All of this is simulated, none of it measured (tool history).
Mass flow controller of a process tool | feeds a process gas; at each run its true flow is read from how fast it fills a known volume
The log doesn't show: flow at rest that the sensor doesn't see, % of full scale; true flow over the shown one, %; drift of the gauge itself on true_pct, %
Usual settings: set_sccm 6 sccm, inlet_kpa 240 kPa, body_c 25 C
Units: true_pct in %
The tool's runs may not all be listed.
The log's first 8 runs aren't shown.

run,hour,set_sccm,inlet_kpa,body_c,hours of work since the controller was set to zero,hours of work since the controller was changed,true_pct
9,3043.8,6,240,25,2518,2518,101.52
10,3520.1,6,240,25,2889,2889,101.95
11,3980.5,6,240,25,3248,3248,102.49
12,4290.6,10,240,25,3490,3490,102.47
13,4738.6,10,240,25,3839,3839,102.74
14,5092.3,6,240,25,4114,4114,103.63
15,5354.6,6,240,25,4319,4319,104.02
16,5765.5,6,240,25,4639,4639,104.37
17,6011.5,16,240,25,4831,4831,103.99
18,6424.4,16,211,25,5153,5153,104.34
19,6845.3,6,240,25,5481,5481,105.56
20,7152.0,2,160,31,5720,5720,113.22
21,7651.0,3,166,22,6108,6108,109.75
# hour 7791.1: controller exchanged for a calibrated one
22,8216.1,3,166,22,331,331,98.11
23,8558.0,3,166,22,598,598,98.53

Run 24 comes next. What will it give?
24,9034.5,2,145,20,969,969,?

Run 24 gave true_pct 99.64 %.
Without the tool's hidden state the same run would have given true_pct 97.23 %.
